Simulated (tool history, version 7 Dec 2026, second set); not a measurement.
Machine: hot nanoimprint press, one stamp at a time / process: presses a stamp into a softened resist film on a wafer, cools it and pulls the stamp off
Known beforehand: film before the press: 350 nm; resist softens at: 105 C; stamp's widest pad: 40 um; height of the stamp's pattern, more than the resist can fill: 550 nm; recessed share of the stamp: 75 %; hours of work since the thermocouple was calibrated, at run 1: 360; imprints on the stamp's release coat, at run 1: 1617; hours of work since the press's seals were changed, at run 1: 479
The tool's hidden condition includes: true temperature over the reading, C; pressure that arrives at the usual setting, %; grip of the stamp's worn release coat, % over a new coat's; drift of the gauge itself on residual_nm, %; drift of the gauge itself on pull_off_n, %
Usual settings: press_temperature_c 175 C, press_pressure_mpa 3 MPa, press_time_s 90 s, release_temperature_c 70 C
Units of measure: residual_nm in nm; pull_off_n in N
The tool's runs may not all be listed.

run,hour,press_temperature_c,press_pressure_mpa,press_time_s,release_temperature_c,hours of work since the thermocouple was calibrated,imprints on the stamp's release coat,hours of work since the press's seals were changed,residual_nm,pull_off_n
1,0,175,3,90,70,360,1617,479,186.2,280
2,34,175,3,90,76,386,1715,505,183.9,223
3,70.7,175,3,90,76,414,1820,533,184.7,234
4,110.7,175,3,90,76,445,1934,564,185,236
5,142.8,175,3,90,76,469,2026,588,183.8,241
6,179,175,3,90,76,497,2130,616,183.8,246
# hour 187.3: stamp cleaned and given a new release coat
7,207.4,175,3,90,76,514,57,633,185.1,153
8,234.3,175,3,90,76,535,134,653,184.5,158
9,270.2,175,3,90,76,562,237,681,184.3,164
10,292.6,175,3,90,76,579,301,698,184.4,162
11,311.8,175,3,90,76,594,356,713,183.8,166
# hour 323: plate thermocouple calibrated
12,334.4,175,3,90,76,9,412,728,181.3,168
13,358,175,3,90,76,27,480,746,182.8,164
14,396.6,175,3,90,76,56,590,775,180.9,179
15,429.8,175,3,48,70,81,685,800,216.5,210
# hour 441.7: plate thermocouple calibrated, once more
16,456.2,175,3,90,70,11,753,818,189.3,225
17,476.1,166,2.74,90,70,26,810,833,255.3,225
18,505.7,166,2.74,90,70,49,894,856,257.3,234
19,549.6,175,2.83,90,70,82,1020,889,194.2,245
20,568.8,168,3,46,70,97,1075,904,270.7,254
21,602.7,168,3,46,70,123,1172,930,271.1,250
22,632.2,184,3.23,90,65,145,1257,952,133.7,290
23,674.3,180,3,84,70,177,1377,984,163.2,257
24,711.1,169,4.48,140,76,205,1483,1013,162.6,224
25,732.4,169,4.48,140,76,222,1544,1029,163.1,221
26,760,169,4.48,140,76,243,1623,1050,163,220
27,779.7,178,2.76,68,77,258,1679,1065,193.2,221
28,816.9,178,3.51,45,77,286,1786,1093,193.4,220
29,857.3,175,3,91,70,317,1901,1124,186.5,284

Alternative continuations, all from the tool just after run 29; predict every row:
# hour 872.6: press's hydraulic seals changed and the load cell set to zero
A,893.8,168,3,90,66,339,1983,16,?,?
# hour 872.6: press's hydraulic seals changed and the load cell set to zero
B,893.8,175,3,91,63,339,1983,16,?,?
# hour 872.6: press's hydraulic seals changed and the load cell set to zero
C,893.8,164,3,60,70,339,1983,16,?,?

run,residual_nm,pull_off_n
A,228.5,331
B,184.2,349
C,276.3,294
Take away the tool's hidden state, keep each run's random variation, and the runs would have read:
run,residual_nm,pull_off_n
A,233.1,212
B,188.2,223
C,280.4,189
